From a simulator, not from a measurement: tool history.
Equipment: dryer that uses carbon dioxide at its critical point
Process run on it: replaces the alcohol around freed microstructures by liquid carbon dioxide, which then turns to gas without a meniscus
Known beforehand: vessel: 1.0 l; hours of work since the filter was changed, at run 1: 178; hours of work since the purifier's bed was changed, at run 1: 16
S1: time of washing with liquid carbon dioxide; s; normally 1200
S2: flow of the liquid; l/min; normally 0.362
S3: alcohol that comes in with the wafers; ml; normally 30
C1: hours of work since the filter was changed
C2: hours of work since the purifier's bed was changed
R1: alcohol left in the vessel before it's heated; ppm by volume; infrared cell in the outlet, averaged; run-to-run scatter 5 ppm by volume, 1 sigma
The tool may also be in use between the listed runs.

{"run": 1, "hour": 0.0, "S1": 1200, "S2": 0.362, "S3": 30, "C1": 178, "C2": 16, "R1": 55}
{"run": 2, "hour": 6.8, "S1": 1200, "S2": 0.362, "S3": 33, "C1": 180, "C2": 18, "R1": 53}
{"run": 3, "hour": 17.0, "S1": 1200, "S2": 0.362, "S3": 33, "C1": 184, "C2": 21, "R1": 56}
{"run": 4, "hour": 31.3, "S1": 1200, "S2": 0.362, "S3": 33, "C1": 189, "C2": 26, "R1": 52}
{"run": 5, "hour": 41.6, "S1": 1200, "S2": 0.362, "S3": 30, "C1": 192, "C2": 30, "R1": 52}
{"run": 6, "hour": 50.6, "S1": 1200, "S2": 0.232, "S3": 30, "C1": 195, "C2": 33, "R1": 403}
{"run": 7, "hour": 62.0, "S1": 1200, "S2": 0.232, "S3": 30, "C1": 199, "C2": 37, "R1": 425}
{"run": 8, "hour": 74.5, "S1": 1200, "S2": 0.362, "S3": 67, "C1": 203, "C2": 41, "R1": 110}
{"run": 9, "hour": 85.8, "S1": 1200, "S2": 0.362, "S3": 30, "C1": 207, "C2": 45, "R1": 56}
{"run": 10, "hour": 93.6, "S1": 1200, "S2": 0.362, "S3": 30, "C1": 210, "C2": 47, "R1": 54}
{"run": 11, "hour": 108.3, "S1": 1200, "S2": 0.362, "S3": 30, "C1": 215, "C2": 52, "R1": 52}
{"run": 12, "hour": 117.5, "S1": 1200, "S2": 0.362, "S3": 30, "C1": 218, "C2": 56, "R1": 56}
{"run": 13, "hour": 124.1, "S1": 1200, "S2": 0.421, "S3": 30, "C1": 220, "C2": 58, "R1": 29}
{"run": 14, "hour": 130.1, "S1": 1020, "S2": 0.34, "S3": 38, "C1": 222, "C2": 60, "R1": 236}
{"run": 15, "hour": 140.4, "S1": 900, "S2": 0.335, "S3": 47, "C1": 226, "C2": 63, "R1": 525}
{"run": 16, "hour": 148.6, "S1": 780, "S2": 0.228, "S3": 68, "C1": 229, "C2": 66, "R1": 4451}
{"run": 17, "hour": 157.8, "S1": 1260, "S2": 0.362, "S3": 106, "C1": 232, "C2": 69, "R1": 145}
{"run": 18, "hour": 168.1, "S1": 1080, "S2": 0.403, "S3": 35, "C1": 235, "C2": 73, "R1": 70}
{"run": 19, "hour": 174.5, "S1": 1740, "S2": 0.362, "S3": 30, "C1": 237, "C2": 75, "R1": 13}
{"run": 20, "hour": 186.9, "S1": 1080, "S2": 0.395, "S3": 23, "C1": 242, "C2": 79, "R1": 58}
{"run": 21, "hour": 195.7, "S1": 1080, "S2": 0.395, "S3": 23, "C1": 245, "C2": 82, "R1": 60}
{"run": 22, "hour": 207.1, "S1": 1320, "S2": 0.395, "S3": 61, "C1": 249, "C2": 86, "R1": 43}
{"run": 23, "hour": 218.6, "S1": 1320, "S2": 0.395, "S3": 61, "C1": 253, "C2": 90, "R1": 47}
{"run": 24, "hour": 226.3, "S1": 1320, "S2": 0.395, "S3": 61, "C1": 255, "C2": 93, "R1": 49}
{"run": 25, "hour": 237.4, "S1": 1320, "S2": 0.395, "S3": 61, "C1": 259, "C2": 96, "R1": 54}

Results for each run, recomputed without the tool's hidden state and with each run's random variation untouched:
The tool's hidden condition here consists of: flow that reaches the vessel past the clogged filter, %; alcohol in the recycled carbon dioxide, ppm; drift of the gauge itself on alcohol_ppm, %.
run=1 R1=38
run=2 R1=35
run=3 R1=36
run=4 R1=32
run=5 R1=33
run=6 R1=301
run=7 R1=319
run=8 R1=69
run=9 R1=34
run=10 R1=30
run=11 R1=28
run=12 R1=32
run=13 R1=14
run=14 R1=159
run=15 R1=365
run=16 R1=3605
run=17 R1=85
run=18 R1=38
run=19 R1=2
run=20 R1=31
run=21 R1=32
run=22 R1=18
run=23 R1=21
run=24 R1=23
run=25 R1=27
